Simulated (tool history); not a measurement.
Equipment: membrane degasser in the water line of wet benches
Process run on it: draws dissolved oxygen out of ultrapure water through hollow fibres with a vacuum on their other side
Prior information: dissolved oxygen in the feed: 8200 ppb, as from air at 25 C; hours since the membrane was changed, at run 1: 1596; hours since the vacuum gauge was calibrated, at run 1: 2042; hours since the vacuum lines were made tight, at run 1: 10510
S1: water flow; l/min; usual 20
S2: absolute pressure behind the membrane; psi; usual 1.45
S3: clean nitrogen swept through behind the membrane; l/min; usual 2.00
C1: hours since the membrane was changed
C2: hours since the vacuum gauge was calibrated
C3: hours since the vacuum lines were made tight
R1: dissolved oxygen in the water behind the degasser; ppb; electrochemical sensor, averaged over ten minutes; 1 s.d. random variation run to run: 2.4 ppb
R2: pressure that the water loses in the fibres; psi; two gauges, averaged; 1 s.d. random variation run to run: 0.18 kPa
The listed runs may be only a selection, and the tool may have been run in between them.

{"run": 1, "hour": 0.0, "S1": 20, "S2": 1.45, "S3": 2.0, "C1": 1596, "C2": 2042, "C3": 10510, "R1": 241.4, "R2": 4.485}
{"hour": 24.9, "done": "seals of the vacuum lines changed"}
{"run": 2, "hour": 106.2, "S1": 20, "S2": 1.45, "S3": 2.0, "C1": 1701, "C2": 2146, "C3": 81, "R1": 242.3, "R2": 4.498}
{"run": 3, "hour": 173.4, "S1": 20, "S2": 1.45, "S3": 2.0, "C1": 1768, "C2": 2213, "C3": 149, "R1": 239.6, "R2": 4.495}
{"run": 4, "hour": 229.3, "S1": 20, "S2": 0.88, "S3": 2.0, "C1": 1824, "C2": 2269, "C3": 204, "R1": 148.9, "R2": 4.514}
{"run": 5, "hour": 334.5, "S1": 20, "S2": 1.45, "S3": 2.0, "C1": 1929, "C2": 2375, "C3": 310, "R1": 241.0, "R2": 4.476}
{"run": 6, "hour": 379.9, "S1": 20, "S2": 1.45, "S3": 2.0, "C1": 1974, "C2": 2420, "C3": 355, "R1": 243.9, "R2": 4.492}
{"run": 7, "hour": 454.1, "S1": 20, "S2": 1.45, "S3": 2.0, "C1": 2048, "C2": 2494, "C3": 429, "R1": 239.6, "R2": 4.493}
{"run": 8, "hour": 550.1, "S1": 20, "S2": 1.45, "S3": 2.0, "C1": 2145, "C2": 2590, "C3": 525, "R1": 242.4, "R2": 4.501}
{"run": 9, "hour": 614.9, "S1": 20, "S2": 1.45, "S3": 3.02, "C1": 2209, "C2": 2655, "C3": 590, "R1": 190.2, "R2": 4.476}
{"run": 10, "hour": 702.2, "S1": 20, "S2": 1.45, "S3": 3.02, "C1": 2297, "C2": 2742, "C3": 677, "R1": 190.7, "R2": 4.467}
{"run": 11, "hour": 787.6, "S1": 20, "S2": 1.45, "S3": 2.0, "C1": 2382, "C2": 2828, "C3": 763, "R1": 242.7, "R2": 4.518}
{"run": 12, "hour": 868.1, "S1": 20, "S2": 1.45, "S3": 2.0, "C1": 2462, "C2": 2908, "C3": 843, "R1": 242.5, "R2": 4.54}
{"run": 13, "hour": 946.0, "S1": 20, "S2": 1.45, "S3": 3.65, "C1": 2540, "C2": 2986, "C3": 921, "R1": 173.3, "R2": 4.493}
{"run": 14, "hour": 1009.0, "S1": 20, "S2": 1.45, "S3": 3.65, "C1": 2603, "C2": 3049, "C3": 984, "R1": 175.2, "R2": 4.516}
{"run": 15, "hour": 1077.3, "S1": 20, "S2": 1.45, "S3": 2.0, "C1": 2672, "C2": 3117, "C3": 1052, "R1": 243.4, "R2": 4.495}
{"run": 16, "hour": 1150.9, "S1": 20, "S2": 1.45, "S3": 2.0, "C1": 2745, "C2": 3191, "C3": 1126, "R1": 239.9, "R2": 4.474}
{"run": 17, "hour": 1215.0, "S1": 20, "S2": 1.45, "S3": 2.0, "C1": 2809, "C2": 3255, "C3": 1190, "R1": 242.0, "R2": 4.486}
{"run": 18, "hour": 1276.8, "S1": 20, "S2": 1.17, "S3": 0.97, "C1": 2871, "C2": 3317, "C3": 1252, "R1": 309.3, "R2": 4.551}
{"run": 19, "hour": 1362.1, "S1": 22, "S2": 1.81, "S3": 5.73, "C1": 2956, "C2": 3402, "C3": 1337, "R1": 184.9, "R2": 4.957}
{"run": 20, "hour": 1414.0, "S1": 22, "S2": 1.81, "S3": 5.73, "C1": 3008, "C2": 3454, "C3": 1389, "R1": 185.0, "R2": 4.975}
{"run": 21, "hour": 1462.4, "S1": 28, "S2": 0.96, "S3": 4.78, "C1": 3057, "C2": 3502, "C3": 1438, "R1": 185.4, "R2": 6.361}
{"run": 22, "hour": 1547.7, "S1": 28, "S2": 0.96, "S3": 4.78, "C1": 3142, "C2": 3588, "C3": 1523, "R1": 190.5, "R2": 6.38}
{"run": 23, "hour": 1603.5, "S1": 23, "S2": 3.31, "S3": 0.87, "C1": 3198, "C2": 3644, "C3": 1579, "R1": 1081.3, "R2": 5.201}
{"run": 24, "hour": 1695.7, "S1": 23, "S2": 3.31, "S3": 0.87, "C1": 3290, "C2": 3736, "C3": 1671, "R1": 1093.3, "R2": 5.217}
{"run": 25, "hour": 1761.3, "S1": 23, "S2": 3.31, "S3": 0.87, "C1": 3356, "C2": 3801, "C3": 1736, "R1": 1098.5, "R2": 5.221}
{"run": 26, "hour": 1856.3, "S1": 28, "S2": 2.12, "S3": 4.02, "C1": 3451, "C2": 3896, "C3": 1831, "R1": 323.1, "R2": 6.344}
{"run": 27, "hour": 1932.9, "S1": 22, "S2": 3.22, "S3": 1.79, "C1": 3527, "C2": 3973, "C3": 1908, "R1": 608.8, "R2": 4.973}
{"run": 28, "hour": 2037.9, "S1": 22, "S2": 0.96, "S3": 1.79, "C1": 3632, "C2": 4078, "C3": 2013, "R1": 201.7, "R2": 4.988}
{"run": 29, "hour": 2110.6, "S1": 32, "S2": 1.22, "S3": 2.73, "C1": 3705, "C2": 4151, "C3": 2086, "R1": 315.0, "R2": 7.297}
{"run": 30, "hour": 2164.4, "S1": 31, "S2": 1.45, "S3": 2.0, "C1": 3759, "C2": 4204, "C3": 2139, "R1": 390.0, "R2": 7.075}
{"run": 31, "hour": 2240.7, "S1": 13, "S2": 0.93, "S3": 1.57, "C1": 3835, "C2": 4281, "C3": 2216, "R1": 108.4, "R2": 2.947}

What differs in the tool's unlogged condition from the final listed run ahead of each entry between runs to the first listed run following it?
Run 1 -> run 2: seals of the vacuum lines changed (hour 24.9)
  air that leaks in behind the membrane, l/min: 0.0107 -> 0.0014
  difference, measured minus the result without the unlogged condition, R1: +7.6 -> +6.1 ppb; R2: +0.048 -> +0.051 psi
